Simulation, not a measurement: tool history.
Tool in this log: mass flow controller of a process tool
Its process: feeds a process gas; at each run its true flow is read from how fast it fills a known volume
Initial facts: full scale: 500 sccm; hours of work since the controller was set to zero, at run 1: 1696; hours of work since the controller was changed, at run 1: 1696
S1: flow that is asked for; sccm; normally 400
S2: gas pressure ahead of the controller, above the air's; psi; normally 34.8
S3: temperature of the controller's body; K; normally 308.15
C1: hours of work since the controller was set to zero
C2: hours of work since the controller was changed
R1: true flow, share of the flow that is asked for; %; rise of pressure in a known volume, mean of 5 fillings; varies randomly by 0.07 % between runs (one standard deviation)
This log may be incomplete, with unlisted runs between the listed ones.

run    hour   S1    S2      S3    C1    C2      R1
  1     0.0  400  34.8  308.15  1696  1696   99.96
  2   279.7  234  34.8  308.15  1821  1821   99.71
  3   454.4  234  34.8  308.15  1898  1898   99.80
  4   664.9  369  34.8  308.15  1992  1992   99.86
  5   859.1  400  34.8  308.15  2079  2079  100.26
  6  1184.4  400  34.8  308.15  2223  2223  100.08
  7  1418.7   96  40.5  297.15  2328  2328  101.78
  8  1604.6   96  40.5  297.15  2410  2410  101.75
  9  1903.2   59  34.8  309.15  2543  2543  101.61
 10  2117.1   59  34.8  309.15  2639  2639  101.75
 11  2421.7   69  27.3  293.15  2774  2774  102.64
 12  2577.9  122  32.6  297.15  2844  2844  101.56

3 options for the next run, each taken on its own from the tool as it stands now. Forecast them:
  A  2889.6  107  32.6  297.15  2983  2983   ?
  B  2889.6  122  21.8  297.15  2983  2983   ?
  C  2889.6  255  38.4  293.15  2983  2983   ?

run      R1
  A  101.80
  B  101.32
  C  101.87
What these runs would have given with no unlogged condition in the tool:
run      R1
  A   98.96
  B   98.70
  C  100.12
